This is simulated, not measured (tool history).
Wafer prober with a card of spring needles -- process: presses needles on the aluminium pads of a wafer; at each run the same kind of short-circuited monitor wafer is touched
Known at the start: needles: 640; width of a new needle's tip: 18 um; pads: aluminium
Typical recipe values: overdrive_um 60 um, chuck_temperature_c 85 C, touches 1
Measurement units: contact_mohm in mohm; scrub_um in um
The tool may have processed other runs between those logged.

| run | day | overdrive_um | chuck_temperature_c | touches | contact_mohm | scrub_um |
|---|---|---|---|---|---|---|
| 1 | 0 | 60 | 85 | 1 | 238 | 10.11 |
|  | 0.879 | tips cleaned on abrasive film |
|  | 1.912 | tips cleaned on abrasive film |
|  | 2.154 | height of the first contact set anew |
| 2 | 2.612 | 60 | 85 | 1 | 308 | 10.31 |
|  | 2.979 | tips cleaned on abrasive film |
|  | 4.029 | tips cleaned on abrasive film |
| 3 | 4.029 | 60 | 85 | 1 | 187 | 10.24 |
|  | 5.117 | tips cleaned on abrasive film |
|  | 6.221 | tips cleaned on abrasive film |
| 4 | 6.596 | 60 | 85 | 1 | 276 | 10.24 |
|  | 7.212 | tips cleaned on abrasive film |
|  | 8.212 | tips cleaned on abrasive film |
| 5 | 8.521 | 60 | 85 | 1 | 264 | 10.22 |
|  | 9.242 | tips cleaned on abrasive film |
| 6 | 9.983 | 60 | 85 | 1 | 334 | 10.2 |
|  | 10.217 | tips cleaned on abrasive film |
|  | 11.238 | tips cleaned on abrasive film |
| 7 | 12.146 | 60 | 85 | 1 | 338 | 10.13 |
|  | 12.258 | tips cleaned on abrasive film |
|  | 13.229 | tips cleaned on abrasive film |
|  | 14.271 | tips cleaned on abrasive film |
| 8 | 14.6 | 60 | 85 | 1 | 277 | 10.1 |
|  | 15.221 | tips cleaned on abrasive film |
| 9 | 15.933 | 60 | 85 | 2 | 268 | 10.1 |
|  | 16.162 | tips cleaned on abrasive film |
| 10 | 17.05 | 57 | 85 | 1 | 372 | 9.56 |
|  | 17.254 | tips cleaned on abrasive film |
|  | 18.242 | tips cleaned on abrasive film |
|  | 18.612 | height of the first contact set anew |
|  | 19.346 | tips cleaned on abrasive film |
| 11 | 19.475 | 60 | 101 | 1 | 225 | 10.24 |
|  | 20.325 | tips cleaned on abrasive film |
| 12 | 21.175 | 60 | 101 | 1 | 329 | 10.17 |
|  | 21.412 | tips cleaned on abrasive film |
|  | 22.346 | tips cleaned on abrasive film |
|  | 23.35 | tips cleaned on abrasive film |
| 13 | 23.771 | 60 | 101 | 1 | 296 | 10.19 |
|  | 24.442 | tips cleaned on abrasive film |
|  | 25.379 | tips cleaned on abrasive film |
| 14 | 26.15 | 60 | 101 | 1 | 333 | 10.19 |
|  | 26.388 | tips cleaned on abrasive film |
|  | 27.408 | tips cleaned on abrasive film |
|  | 28.458 | tips cleaned on abrasive film |
| 15 | 28.588 | 60 | 101 | 1 | 225 | 10.17 |
|  | 29.438 | tips cleaned on abrasive film |
| 16 | 30.146 | 60 | 91 | 2 | 276 | 10.11 |
|  | 30.404 | tips cleaned on abrasive film |
| 17 | 31.258 | 60 | 91 | 2 | 279 | 10.12 |
|  | 31.475 | tips cleaned on abrasive film |
|  | 32.462 | tips cleaned on abrasive film |
|  | 33.483 | tips cleaned on abrasive film |
| 18 | 33.483 | 60 | 91 | 2 | 183 | 10.15 |
|  | 34.508 | tips cleaned on abrasive film |
|  | 35.162 | height of the first contact set anew |
|  | 35.575 | tips cleaned on abrasive film |
| 19 | 35.846 | 67 | 86 | 1 | 252 | 11.44 |
|  | 36.542 | tips cleaned on abrasive film |
| 20 | 37.438 | 69 | 33 | 1 | 309 | 11.81 |
|  | 37.654 | tips cleaned on abrasive film |
|  | 38.662 | tips cleaned on abrasive film |
| 21 | 38.896 | 51 | 68 | 2 | 255 | 8.7 |
|  | 39.771 | tips cleaned on abrasive film |
|  | 40.783 | tips cleaned on abrasive film |
| 22 | 41.258 | 51 | 68 | 2 | 278 | 8.72 |

Alternative continuations, all from the tool just after run 22; predict every row:
|  | 41.817 | tips cleaned on abrasive film |
|  | 42.875 | tips cleaned on abrasive film |
| A | 43.079 | 63 | 27 | 3 | ? | ? |
|  | 41.817 | tips cleaned on abrasive film |
|  | 42.875 | tips cleaned on abrasive film |
| B | 43.079 | 69 | 29 | 2 | ? | ? |
|  | 41.817 | tips cleaned on abrasive film |
|  | 42.875 | tips cleaned on abrasive film |
| C | 43.079 | 51 | 68 | 2 | ? | ? |
|  | 41.817 | tips cleaned on abrasive film |
|  | 42.875 | tips cleaned on abrasive film |
| D | 43.079 | 46 | 48 | 2 | ? | ? |

| run | contact_mohm | scrub_um |
|---|---|---|
| A | 193 | 10.67 |
| B | 204 | 11.68 |
| C | 246 | 8.62 |
| D | 260 | 7.74 |
Stripped of hidden state, with their random variation kept, the same runs would have yielded:
| run | contact_mohm | scrub_um |
|---|---|---|
| A | 163 | 10.75 |
| B | 163 | 11.76 |
| C | 177 | 8.71 |
| D | 174 | 7.82 |

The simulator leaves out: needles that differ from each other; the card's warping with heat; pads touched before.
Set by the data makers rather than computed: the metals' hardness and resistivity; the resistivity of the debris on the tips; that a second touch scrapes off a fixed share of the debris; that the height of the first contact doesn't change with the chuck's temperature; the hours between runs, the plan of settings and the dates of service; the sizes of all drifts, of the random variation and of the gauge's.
